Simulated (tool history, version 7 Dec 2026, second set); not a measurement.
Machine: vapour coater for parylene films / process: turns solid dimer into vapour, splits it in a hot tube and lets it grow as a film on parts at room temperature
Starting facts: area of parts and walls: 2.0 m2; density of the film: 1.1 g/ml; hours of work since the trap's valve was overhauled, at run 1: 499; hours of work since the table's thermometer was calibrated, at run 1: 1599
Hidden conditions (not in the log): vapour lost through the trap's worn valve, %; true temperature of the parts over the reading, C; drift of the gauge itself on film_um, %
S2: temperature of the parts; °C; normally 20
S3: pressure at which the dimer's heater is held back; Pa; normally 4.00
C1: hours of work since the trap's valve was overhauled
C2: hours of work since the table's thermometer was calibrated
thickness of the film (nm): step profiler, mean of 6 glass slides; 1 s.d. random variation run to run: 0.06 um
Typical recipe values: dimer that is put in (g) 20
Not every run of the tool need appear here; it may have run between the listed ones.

{"run": 1, "day": 0.0, "dimer that is put in (g)": 20, "S2": 20, "S3": 4.0, "C1": 499, "C2": 1599, "thickness of the film (nm)": 6160}
{"day": 2.812, "done": "trap's valve overhauled"}
{"run": 2, "day": 2.812, "dimer that is put in (g)": 20, "S2": 20, "S3": 4.0, "C1": 0, "C2": 1653, "thickness of the film (nm)": 7040}
{"run": 3, "day": 6.233, "dimer that is put in (g)": 20, "S2": 20, "S3": 4.0, "C1": 69, "C2": 1722, "thickness of the film (nm)": 6840}
{"run": 4, "day": 9.708, "dimer that is put in (g)": 20, "S2": 20, "S3": 4.0, "C1": 140, "C2": 1792, "thickness of the film (nm)": 6840}
{"run": 5, "day": 11.892, "dimer that is put in (g)": 20, "S2": 26, "S3": 4.0, "C1": 184, "C2": 1837, "thickness of the film (nm)": 5610}
{"run": 6, "day": 13.296, "dimer that is put in (g)": 22, "S2": 20, "S3": 4.0, "C1": 213, "C2": 1865, "thickness of the film (nm)": 7350}
{"run": 7, "day": 16.429, "dimer that is put in (g)": 29, "S2": 20, "S3": 4.0, "C1": 276, "C2": 1929, "thickness of the film (nm)": 9240}
{"run": 8, "day": 18.962, "dimer that is put in (g)": 29, "S2": 20, "S3": 4.0, "C1": 328, "C2": 1980, "thickness of the film (nm)": 9450}
{"run": 9, "day": 21.842, "dimer that is put in (g)": 29, "S2": 20, "S3": 4.0, "C1": 386, "C2": 2039, "thickness of the film (nm)": 9130}
{"run": 10, "day": 23.996, "dimer that is put in (g)": 20, "S2": 20, "S3": 4.0, "C1": 430, "C2": 2082, "thickness of the film (nm)": 6180}
{"run": 11, "day": 27.117, "dimer that is put in (g)": 20, "S2": 20, "S3": 4.0, "C1": 493, "C2": 2146, "thickness of the film (nm)": 6140}
{"run": 12, "day": 28.742, "dimer that is put in (g)": 20, "S2": 20, "S3": 4.0, "C1": 526, "C2": 2179, "thickness of the film (nm)": 6150}
{"day": 30.388, "done": "trap's valve overhauled"}
{"run": 13, "day": 31.958, "dimer that is put in (g)": 20, "S2": 20, "S3": 4.0, "C1": 32, "C2": 2240, "thickness of the film (nm)": 6860}
{"run": 14, "day": 33.538, "dimer that is put in (g)": 20, "S2": 20, "S3": 4.0, "C1": 64, "C2": 2273, "thickness of the film (nm)": 6780}
{"run": 15, "day": 35.142, "dimer that is put in (g)": 20, "S2": 20, "S3": 6.35, "C1": 96, "C2": 2305, "thickness of the film (nm)": 6530}
{"day": 37.6, "done": "table's thermometer calibrated"}
{"run": 16, "day": 38.317, "dimer that is put in (g)": 20, "S2": 20, "S3": 6.35, "C1": 160, "C2": 15, "thickness of the film (nm)": 6530}
{"run": 17, "day": 40.812, "dimer that is put in (g)": 20, "S2": 20, "S3": 6.35, "C1": 211, "C2": 65, "thickness of the film (nm)": 6470}
{"run": 18, "day": 42.425, "dimer that is put in (g)": 20, "S2": 20, "S3": 6.35, "C1": 243, "C2": 98, "thickness of the film (nm)": 6290}
{"run": 19, "day": 44.033, "dimer that is put in (g)": 20, "S2": 20, "S3": 4.0, "C1": 276, "C2": 131, "thickness of the film (nm)": 6550}
{"run": 20, "day": 45.758, "dimer that is put in (g)": 20, "S2": 20, "S3": 4.0, "C1": 311, "C2": 166, "thickness of the film (nm)": 6500}
{"run": 21, "day": 47.621, "dimer that is put in (g)": 20, "S2": 20, "S3": 4.0, "C1": 349, "C2": 203, "thickness of the film (nm)": 6400}
{"run": 22, "day": 49.067, "dimer that is put in (g)": 20, "S2": 20, "S3": 4.0, "C1": 378, "C2": 233, "thickness of the film (nm)": 6470}
{"run": 23, "day": 52.362, "dimer that is put in (g)": 20, "S2": 20, "S3": 3.81, "C1": 445, "C2": 300, "thickness of the film (nm)": 6290}
{"run": 24, "day": 55.529, "dimer that is put in (g)": 20, "S2": 13, "S3": 4.0, "C1": 509, "C2": 364, "thickness of the film (nm)": 7810}
{"day": 57.962, "done": "trap's valve overhauled"}
{"run": 25, "day": 58.162, "dimer that is put in (g)": 20, "S2": 13, "S3": 4.0, "C1": 4, "C2": 414, "thickness of the film (nm)": 8780}
{"run": 26, "day": 61.412, "dimer that is put in (g)": 20, "S2": 13, "S3": 7.51, "C1": 70, "C2": 480, "thickness of the film (nm)": 8120}
{"run": 27, "day": 63.367, "dimer that is put in (g)": 20, "S2": 13, "S3": 6.02, "C1": 110, "C2": 519, "thickness of the film (nm)": 8120}
{"run": 28, "day": 64.896, "dimer that is put in (g)": 20, "S2": 13, "S3": 6.02, "C1": 141, "C2": 551, "thickness of the film (nm)": 8190}
{"run": 29, "day": 66.433, "dimer that is put in (g)": 20, "S2": 12, "S3": 2.19, "C1": 172, "C2": 582, "thickness of the film (nm)": 8590}
{"run": 30, "day": 69.571, "dimer that is put in (g)": 8, "S2": 20, "S3": 4.71, "C1": 235, "C2": 645, "thickness of the film (nm)": 2610}
{"run": 31, "day": 72.258, "dimer that is put in (g)": 12, "S2": 16, "S3": 4.0, "C1": 290, "C2": 700, "thickness of the film (nm)": 4460}
{"run": 32, "day": 74.488, "dimer that is put in (g)": 20, "S2": 20, "S3": 2.25, "C1": 335, "C2": 745, "thickness of the film (nm)": 6910}
{"run": 33, "day": 75.983, "dimer that is put in (g)": 10, "S2": 29, "S3": 4.95, "C1": 366, "C2": 775, "thickness of the film (nm)": 2370}
{"run": 34, "day": 79.3, "dimer that is put in (g)": 10, "S2": 29, "S3": 4.95, "C1": 433, "C2": 843, "thickness of the film (nm)": 2300}
{"run": 35, "day": 81.192, "dimer that is put in (g)": 22, "S2": 20, "S3": 5.25, "C1": 471, "C2": 881, "thickness of the film (nm)": 6630}
{"run": 36, "day": 83.842, "dimer that is put in (g)": 21, "S2": 20, "S3": 4.97, "C1": 525, "C2": 935, "thickness of the film (nm)": 6410}
{"day": 85.575, "done": "trap's valve overhauled"}
{"run": 37, "day": 85.575, "dimer that is put in (g)": 8, "S2": 27, "S3": 5.54, "C1": 0, "C2": 967, "thickness of the film (nm)": 2190}
{"run": 38, "day": 87.075, "dimer that is put in (g)": 13, "S2": 15, "S3": 4.0, "C1": 30, "C2": 997, "thickness of the film (nm)": 5290}
{"run": 39, "day": 89.488, "dimer that is put in (g)": 13, "S2": 15, "S3": 4.0, "C1": 79, "C2": 1046, "thickness of the film (nm)": 5220}
{"run": 40, "day": 92.696, "dimer that is put in (g)": 13, "S2": 28, "S3": 4.0, "C1": 144, "C2": 1111, "thickness of the film (nm)": 3440}
{"run": 41, "day": 95.538, "dimer that is put in (g)": 20, "S2": 17, "S3": 4.0, "C1": 202, "C2": 1169, "thickness of the film (nm)": 7320}
{"run": 42, "day": 97.262, "dimer that is put in (g)": 20, "S2": 17, "S3": 4.0, "C1": 237, "C2": 1204, "thickness of the film (nm)": 7300}
{"run": 43, "day": 99.108, "dimer that is put in (g)": 20, "S2": 17, "S3": 4.0, "C1": 275, "C2": 1241, "thickness of the film (nm)": 7190}
{"run": 44, "day": 101.388, "dimer that is put in (g)": 20, "S2": 17, "S3": 4.0, "C1": 321, "C2": 1288, "thickness of the film (nm)": 7240}
{"run": 45, "day": 103.571, "dimer that is put in (g)": 12, "S2": 31, "S3": 4.0, "C1": 365, "C2": 1332, "thickness of the film (nm)": 2700}
{"run": 46, "day": 105.325, "dimer that is put in (g)": 26, "S2": 24, "S3": 4.0, "C1": 401, "C2": 1367, "thickness of the film (nm)": 7390}
{"run": 47, "day": 108.717, "dimer that is put in (g)": 26, "S2": 24, "S3": 4.0, "C1": 470, "C2": 1436, "thickness of the film (nm)": 7190}

Here are 3 independent what-if runs from the current tool condition. What would each one return?
{"run": "A", "day": 110.571, "dimer that is put in (g)": 20, "S2": 20, "S3": 2.2, "C1": 507, "C2": 1474, "thickness of the film (nm)": "?"}
{"run": "B", "day": 110.571, "dimer that is put in (g)": 14, "S2": 24, "S3": 11.43, "C1": 507, "C2": 1474, "thickness of the film (nm)": "?"}
{"run": "C", "day": 110.571, "dimer that is put in (g)": 26, "S2": 24, "S3": 2.44, "C1": 507, "C2": 1474, "thickness of the film (nm)": "?"}

run=A thickness_of_the_film_(nm)=6620
run=B thickness_of_the_film_(nm)=3380
run=C thickness_of_the_film_(nm)=7370
Take away the tool's hidden state, keep each run's random variation, and the runs would have read:
run=A thickness_of_the_film_(nm)=7570
run=B thickness_of_the_film_(nm)=3860
run=C thickness_of_the_film_(nm)=8420
